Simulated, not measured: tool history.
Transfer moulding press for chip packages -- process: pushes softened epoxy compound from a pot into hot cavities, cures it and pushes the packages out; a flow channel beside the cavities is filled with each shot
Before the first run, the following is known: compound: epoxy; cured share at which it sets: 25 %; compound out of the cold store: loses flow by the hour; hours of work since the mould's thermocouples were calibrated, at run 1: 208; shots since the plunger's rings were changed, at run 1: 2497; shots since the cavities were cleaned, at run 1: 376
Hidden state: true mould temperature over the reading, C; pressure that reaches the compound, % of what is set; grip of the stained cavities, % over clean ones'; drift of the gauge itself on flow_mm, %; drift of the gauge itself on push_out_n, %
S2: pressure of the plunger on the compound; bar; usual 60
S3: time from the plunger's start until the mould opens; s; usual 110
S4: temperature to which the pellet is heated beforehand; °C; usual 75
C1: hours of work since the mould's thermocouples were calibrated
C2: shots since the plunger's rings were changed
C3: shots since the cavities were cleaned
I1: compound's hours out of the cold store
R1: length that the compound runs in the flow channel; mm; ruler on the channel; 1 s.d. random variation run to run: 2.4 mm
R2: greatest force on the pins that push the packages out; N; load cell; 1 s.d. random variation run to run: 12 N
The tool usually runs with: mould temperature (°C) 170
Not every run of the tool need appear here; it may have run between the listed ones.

run 1 hour=0 | mould_temperature_(°C)=170 S2=60 S3=110 S4=75 | C1=208 C2=2497 C3=376 | I1=19.2 | R1=498 R2=702
-- hour=6.5 cavities cleaned with cleaning compound and waxed
run 2 hour=23.5 | mould_temperature_(°C)=170 S2=60 S3=110 S4=75 | C1=224 C2=2783 C3=221 | I1=27 | R1=475 R2=652
-- hour=41.2 cavities cleaned with cleaning compound and waxed
run 3 hour=52.2 | mould_temperature_(°C)=170 S2=60 S3=110 S4=69 | C1=244 C2=3136 C3=143 | I1=24.5 | R1=479 R2=638
-- hour=77.9 cavities cleaned with cleaning compound and waxed
run 4 hour=82.7 | mould_temperature_(°C)=170 S2=60 S3=110 S4=69 | C1=266 C2=3512 C3=62 | I1=43.9 | R1=427 R2=591
-- hour=112.8 cavities cleaned with cleaning compound and waxed
run 5 hour=117.3 | mould_temperature_(°C)=170 S2=60 S3=110 S4=67 | C1=290 C2=3942 C3=58 | I1=10.1 | R1=516 R2=653
run 6 hour=142.7 | mould_temperature_(°C)=170 S2=60 S3=110 S4=85 | C1=309 C2=4272 C3=388 | I1=39.9 | R1=435 R2=686
-- hour=149.3 plunger's sealing rings changed
-- hour=150.8 cavities cleaned with cleaning compound and waxed
run 7 hour=163.2 | mould_temperature_(°C)=172 S2=60 S3=110 S4=85 | C1=321 C2=161 C3=161 | I1=23.7 | R1=498 R2=576
-- hour=184.7 mould's thermocouples calibrated
-- hour=188.1 cavities cleaned with cleaning compound and waxed
run 8 hour=194.7 | mould_temperature_(°C)=172 S2=60 S3=110 S4=85 | C1=6 C2=526 C3=86 | I1=45.2 | R1=446 R2=521
-- hour=222.8 cavities cleaned with cleaning compound and waxed
run 9 hour=227.8 | mould_temperature_(°C)=172 S2=60 S3=110 S4=85 | C1=30 C2=935 C3=64 | I1=10.2 | R1=528 R2=521
run 10 hour=246.4 | mould_temperature_(°C)=172 S2=60 S3=110 S4=85 | C1=43 C2=1178 C3=307 | I1=17 | R1=505 R2=589
-- hour=259.3 cavities cleaned with cleaning compound and waxed
run 11 hour=264.4 | mould_temperature_(°C)=172 S2=60 S3=110 S4=85 | C1=55 C2=1391 C3=65 | I1=30.3 | R1=469 R2=517
run 12 hour=280.7 | mould_temperature_(°C)=172 S2=60 S3=110 S4=85 | C1=67 C2=1603 C3=277 | I1=18.6 | R1=497 R2=598
-- hour=295.9 cavities cleaned with cleaning compound and waxed
run 13 hour=301.9 | mould_temperature_(°C)=170 S2=60 S3=110 S4=75 | C1=82 C2=1859 C3=78 | I1=34.4 | R1=463 R2=558
run 14 hour=324.5 | mould_temperature_(°C)=170 S2=60 S3=110 S4=75 | C1=99 C2=2153 C3=372 | I1=10.9 | R1=519 R2=681
-- hour=330.7 cavities cleaned with cleaning compound and waxed
run 15 hour=345.6 | mould_temperature_(°C)=174 S2=68 S3=110 S4=75 | C1=113 C2=2407 C3=193 | I1=36.9 | R1=469 R2=512
-- hour=364.9 cavities cleaned with cleaning compound and waxed
run 16 hour=366.3 | mould_temperature_(°C)=172 S2=55.2 S3=92 S4=75 | C1=127 C2=2657 C3=18 | I1=33 | R1=438 R2=666
run 17 hour=381.8 | mould_temperature_(°C)=172 S2=55.2 S3=92 S4=75 | C1=139 C2=2858 C3=219 | I1=34.7 | R1=430 R2=705
-- hour=400.2 cavities cleaned with cleaning compound and waxed
run 18 hour=404.7 | mould_temperature_(°C)=164 S2=48.8 S3=110 S4=84 | C1=155 C2=3136 C3=58 | I1=10.9 | R1=483 R2=955
run 19 hour=419.2 | mould_temperature_(°C)=164 S2=48.8 S3=110 S4=84 | C1=165 C2=3325 C3=247 | I1=46.9 | R1=392 R2=939
-- hour=435.4 cavities cleaned with cleaning compound and waxed
run 20 hour=452 | mould_temperature_(°C)=173 S2=70.5 S3=125 S4=71 | C1=188 C2=3730 C3=215 | I1=37 | R1=468 R2=511
-- hour=470.3 cavities cleaned with cleaning compound and waxed
run 21 hour=483.8 | mould_temperature_(°C)=168 S2=57 S3=110 S4=78 | C1=211 C2=4125 C3=177 | I1=32.3 | R1=444 R2=697
-- hour=503.2 plunger's sealing rings changed
-- hour=506.9 cavities cleaned with cleaning compound and waxed
run 22 hour=507.9 | mould_temperature_(°C)=171 S2=62.2 S3=138 S4=84 | C1=225 C2=41 C3=12 | I1=39.2 | R1=470 R2=413
-- hour=542.6 cavities cleaned with cleaning compound and waxed
run 23 hour=542.6 | mould_temperature_(°C)=171 S2=62.2 S3=138 S4=84 | C1=250 C2=473 C3=0 | I1=41.7 | R1=458 R2=437
run 24 hour=574.2 | mould_temperature_(°C)=171 S2=62.2 S3=138 S4=83 | C1=273 C2=883 C3=410 | I1=33.6 | R1=478 R2=526
-- hour=577.9 cavities cleaned with cleaning compound and waxed
run 25 hour=589.2 | mould_temperature_(°C)=171 S2=62.2 S3=138 S4=83 | C1=283 C2=1058 C3=146 | I1=27.3 | R1=491 R2=504
run 26 hour=604 | mould_temperature_(°C)=171 S2=62.2 S3=105 S4=83 | C1=294 C2=1251 C3=339 | I1=46.5 | R1=441 R2=647
-- hour=612.2 cavities cleaned with cleaning compound and waxed
run 27 hour=631.5 | mould_temperature_(°C)=168 S2=53.9 S3=98 S4=75 | C1=313 C2=1589 C3=251 | I1=13 | R1=502 R2=967

3 ways to go on from here, each from the tool as it stands after run 27. What would each give?
-- hour=647.9 cavities cleaned with cleaning compound and waxed
run A hour=655.3 | mould_temperature_(°C)=175 S2=60 S3=110 S4=75 | C1=330 C2=1878 C3=96 | I1=13.6 | R1=? R2=?
-- hour=647.9 cavities cleaned with cleaning compound and waxed
run B hour=655.3 | mould_temperature_(°C)=170 S2=71.8 S3=98 S4=75 | C1=330 C2=1878 C3=96 | I1=40.5 | R1=? R2=?
-- hour=647.9 cavities cleaned with cleaning compound and waxed
run C hour=655.3 | mould_temperature_(°C)=166 S2=60 S3=110 S4=74 | C1=330 C2=1878 C3=96 | I1=45.7 | R1=? R2=?

run=A R1=497 R2=495
run=B R1=489 R2=701
run=C R1=447 R2=777
Stripped of hidden state, with their random variation kept, the same runs would have yielded:
run=A R1=512 R2=462
run=B R1=503 R2=646
run=C R1=460 R2=716

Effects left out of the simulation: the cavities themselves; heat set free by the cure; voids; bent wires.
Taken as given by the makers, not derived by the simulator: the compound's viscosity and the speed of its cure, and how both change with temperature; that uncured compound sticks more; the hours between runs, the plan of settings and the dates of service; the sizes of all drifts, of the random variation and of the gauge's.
